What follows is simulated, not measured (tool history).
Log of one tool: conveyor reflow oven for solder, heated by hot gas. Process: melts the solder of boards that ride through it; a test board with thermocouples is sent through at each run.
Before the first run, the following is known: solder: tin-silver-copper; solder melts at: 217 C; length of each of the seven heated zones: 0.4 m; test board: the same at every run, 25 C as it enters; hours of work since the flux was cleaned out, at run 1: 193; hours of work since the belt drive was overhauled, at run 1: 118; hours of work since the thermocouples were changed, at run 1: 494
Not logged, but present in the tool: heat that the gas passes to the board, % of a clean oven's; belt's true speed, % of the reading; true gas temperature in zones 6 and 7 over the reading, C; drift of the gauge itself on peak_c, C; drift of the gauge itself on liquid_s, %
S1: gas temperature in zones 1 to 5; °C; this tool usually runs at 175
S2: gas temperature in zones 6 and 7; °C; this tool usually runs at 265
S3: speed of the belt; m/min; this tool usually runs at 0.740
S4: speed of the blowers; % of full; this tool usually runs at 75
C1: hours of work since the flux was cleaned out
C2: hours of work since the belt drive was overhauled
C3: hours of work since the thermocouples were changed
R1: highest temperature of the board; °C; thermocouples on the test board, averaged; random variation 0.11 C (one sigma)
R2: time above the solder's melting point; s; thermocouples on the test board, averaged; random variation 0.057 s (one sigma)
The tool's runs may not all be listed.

Run 1, hour 0.0: usual settings; C1 193; C2 118; C3 494. Result: R1 253.6 °C, R2 50.86 s.
Run 2, hour 22.8: usual settings; C1 209; C2 134; C3 510. Result: R1 253.8 °C, R2 50.94 s.
Run 3, hour 40.8: usual settings but S1 177 °C; C1 222; C2 147; C3 523. Result: R1 253.9 °C, R2 51.56 s.
Run 4, hour 58.6: usual settings but S1 177 °C; C1 235; C2 160; C3 536. Result: R1 253.8 °C, R2 51.49 s.
Run 5, hour 70.9: usual settings but S1 177 °C; C1 244; C2 169; C3 545. Result: R1 253.7 °C, R2 51.49 s.
Run 6, hour 86.6: usual settings but S1 177 °C, S4 55 % of full; C1 255; C2 180; C3 556. Result: R1 250.8 °C, R2 48.97 s.
Run 7, hour 106.9: usual settings but S4 85 % of full; C1 270; C2 195; C3 571. Result: R1 254.4 °C, R2 51.51 s.
Run 8, hour 120.1: usual settings but S4 85 % of full; C1 280; C2 204; C3 580. Result: R1 254.2 °C, R2 51.40 s.
Run 9, hour 140.5: usual settings; C1 294; C2 219; C3 595. Result: R1 253.1 °C, R2 50.56 s.
Run 10, hour 152.5: usual settings; C1 303; C2 228; C3 604. Result: R1 253.1 °C, R2 50.52 s.
Run 11, hour 166.7: usual settings; C1 313; C2 238; C3 614. Result: R1 252.9 °C, R2 50.42 s.
Run 12, hour 181.2: usual settings; C1 324; C2 248; C3 625. Result: R1 252.9 °C, R2 50.44 s.
Run 13, hour 199.1: usual settings but S1 184 °C; C1 337; C2 261; C3 637. Result: R1 254.2 °C, R2 53.86 s.
At hour 211.9: flux residue cleaned out of gas plates and filters.
Run 14, hour 214.5: usual settings; C1 2; C2 269; C3 645. Result: R1 254.3 °C, R2 51.50 s.
Run 15, hour 227.8: usual settings; C1 11; C2 278; C3 655. Result: R1 254.3 °C, R2 51.47 s.
Run 16, hour 242.2: usual settings but S2 266 °C, S4 52 % of full; C1 22; C2 289; C3 665. Result: R1 251.5 °C, R2 48.96 s.
Run 17, hour 254.6: usual settings but S2 266 °C, S4 52 % of full; C1 31; C2 298; C3 674. Result: R1 251.5 °C, R2 48.83 s.
Run 18, hour 276.8: usual settings but S2 266 °C, S4 52 % of full; C1 47; C2 314; C3 690. Result: R1 251.3 °C, R2 48.84 s.
Run 19, hour 292.0: usual settings but S2 266 °C, S4 52 % of full; C1 58; C2 325; C3 701. Result: R1 251.5 °C, R2 48.78 s.
Run 20, hour 313.5: usual settings but S1 165 °C, S2 271 °C, S4 51 % of full; C1 73; C2 340; C3 716. Result: R1 253.9 °C, R2 47.24 s.
Run 21, hour 330.5: usual settings but S1 189 °C, S4 65 % of full; C1 86; C2 353; C3 729. Result: R1 254.5 °C, R2 55.89 s.
Run 22, hour 348.7: usual settings but S2 264 °C, S3 0.780 m/min, S4 56 % of full; C1 99; C2 366; C3 742. Result: R1 248.4 °C, R2 44.31 s.
Run 23, hour 361.1: usual settings but S2 264 °C, S3 0.780 m/min, S4 56 % of full; C1 108; C2 375; C3 751. Result: R1 248.7 °C, R2 44.36 s.
Run 24, hour 375.1: usual settings but S2 264 °C, S3 0.780 m/min, S4 56 % of full; C1 118; C2 385; C3 761. Result: R1 248.7 °C, R2 44.35 s.
Run 25, hour 393.1: usual settings but S1 189 °C, S2 264 °C, S3 0.780 m/min, S4 89 % of full; C1 131; C2 398; C3 774. Result: R1 254.8 °C, R2 53.53 s.
Run 26, hour 409.4: usual settings but S1 185 °C, S2 278 °C, S4 80 % of full; C1 143; C2 410; C3 786. Result: R1 267.4 °C, R2 60.10 s.
Run 27, hour 429.1: usual settings but S1 185 °C, S2 258 °C, S4 80 % of full; C1 157; C2 424; C3 800. Result: R1 249.1 °C, R2 52.08 s.
Run 28, hour 447.8: usual settings but S1 185 °C, S2 255 °C, S3 0.625 m/min, S4 67 % of full; C1 170; C2 437; C3 813. Result: R1 247.9 °C, R2 62.09 s.
Run 29, hour 462.3: usual settings but S1 183 °C, S2 264 °C, S3 0.625 m/min, S4 67 % of full; C1 181; C2 448; C3 824. Result: R1 256.4 °C, R2 65.92 s.

Branching from run 29: 4 alternative next runs. What would each branch give?
Run A, hour 487.5: usual settings but S1 183 °C, S2 264 °C, S3 0.805 m/min, S4 84 % of full; C1 199; C2 466; C3 842. Result: R1 ?, R2 ?.
Run B, hour 487.5: usual settings but S1 164 °C, S3 0.594 m/min, S4 77 % of full; C1 199; C2 466; C3 842. Result: R1 ?, R2 ?.
Run C, hour 487.5: usual settings but S1 171 °C, S2 270 °C, S3 0.625 m/min, S4 69 % of full; C1 199; C2 466; C3 842. Result: R1 ?, R2 ?.
Run D, hour 487.5: usual settings but S1 160 °C, S3 0.748 m/min, S4 56 % of full; C1 199; C2 466; C3 842. Result: R1 ?, R2 ?.

run     R1     R2
  A  252.4  48.52
  B  257.3  64.34
  C  260.9  64.14
  D  247.7  41.79
With the hidden condition removed and each run's random variation left untouched, the same runs would have given:
run     R1     R2
  A  253.7  49.10
  B  258.4  64.93
  C  262.1  64.56
  D  249.0  42.69
